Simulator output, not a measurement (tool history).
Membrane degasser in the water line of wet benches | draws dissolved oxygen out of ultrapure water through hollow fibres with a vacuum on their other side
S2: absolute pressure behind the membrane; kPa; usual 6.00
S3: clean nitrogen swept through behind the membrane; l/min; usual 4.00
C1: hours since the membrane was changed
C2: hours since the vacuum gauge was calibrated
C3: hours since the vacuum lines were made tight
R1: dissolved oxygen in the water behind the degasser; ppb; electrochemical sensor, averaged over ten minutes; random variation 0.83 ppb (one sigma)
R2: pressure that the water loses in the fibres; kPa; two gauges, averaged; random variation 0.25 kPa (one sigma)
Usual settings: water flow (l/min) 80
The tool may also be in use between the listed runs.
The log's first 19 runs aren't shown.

run 20 hour=639.1 | water_flow_(l/min)=65 S2=10.00 S3=7.46 | C1=696 C2=6468 C3=2288 | R1=146.8 R2=54.63
run 21 hour=667.5 | water_flow_(l/min)=50 S2=11.15 S3=7.46 | C1=724 C2=6496 C3=2317 | R1=132.3 R2=42.03
run 22 hour=704.2 | water_flow_(l/min)=56 S2=6.00 S3=4.00 | C1=761 C2=6533 C3=2353 | R1=99.1 R2=47.24
run 23 hour=741.4 | water_flow_(l/min)=85 S2=10.03 S3=11.89 | C1=798 C2=6570 C3=2391 | R1=124.5 R2=71.68
run 24 hour=761.6 | water_flow_(l/min)=80 S2=6.00 S3=2.31 | C1=818 C2=6590 C3=2411 | R1=216.7 R2=67.39
run 25 hour=795.8 | water_flow_(l/min)=59 S2=12.74 S3=3.10 | C1=852 C2=6624 C3=2445 | R1=400.7 R2=49.76
run 26 hour=820.8 | water_flow_(l/min)=74 S2=10.94 S3=4.00 | C1=877 C2=6649 C3=2470 | R1=324.2 R2=62.33
run 27 hour=861.5 | water_flow_(l/min)=60 S2=11.22 S3=1.82 | C1=918 C2=6690 C3=2511 | R1=533.7 R2=50.37
run 28 hour=882.8 | water_flow_(l/min)=60 S2=11.22 S3=1.82 | C1=939 C2=6711 C3=2532 | R1=535.2 R2=50.54
-- hour=887.3 vacuum gauge calibrated
run 29 hour=902.2 | water_flow_(l/min)=60 S2=11.22 S3=1.82 | C1=958 C2=15 C3=2551 | R1=517.5 R2=50.58
run 30 hour=926.4 | water_flow_(l/min)=52 S2=5.15 S3=2.22 | C1=982 C2=39 C3=2575 | R1=101.8 R2=43.53
run 31 hour=951.3 | water_flow_(l/min)=93 S2=5.15 S3=9.88 | C1=1007 C2=64 C3=2600 | R1=51.2 R2=78.43
run 32 hour=975.6 | water_flow_(l/min)=93 S2=5.15 S3=9.88 | C1=1032 C2=88 C3=2624 | R1=50.2 R2=78.26

Forecast each of these 3 alternatives for the next run:
run A hour=1015.8 | water_flow_(l/min)=70 S2=6.00 S3=3.40 | C1=1072 C2=128 C3=2665 | R1=? R2=?
run B hour=1015.8 | water_flow_(l/min)=93 S2=14.30 S3=9.88 | C1=1072 C2=128 C3=2665 | R1=? R2=?
run C hour=1015.8 | water_flow_(l/min)=73 S2=9.28 S3=8.31 | C1=1072 C2=128 C3=2665 | R1=? R2=?

run=A R1=131.2 R2=58.77
run=B R1=249.7 R2=78.34
run=C R1=131.0 R2=61.88
Without the tool's hidden state the same runs would have given:
run=A R1=128.4 R2=58.32
run=B R1=247.8 R2=77.75
run=C R1=129.5 R2=61.41
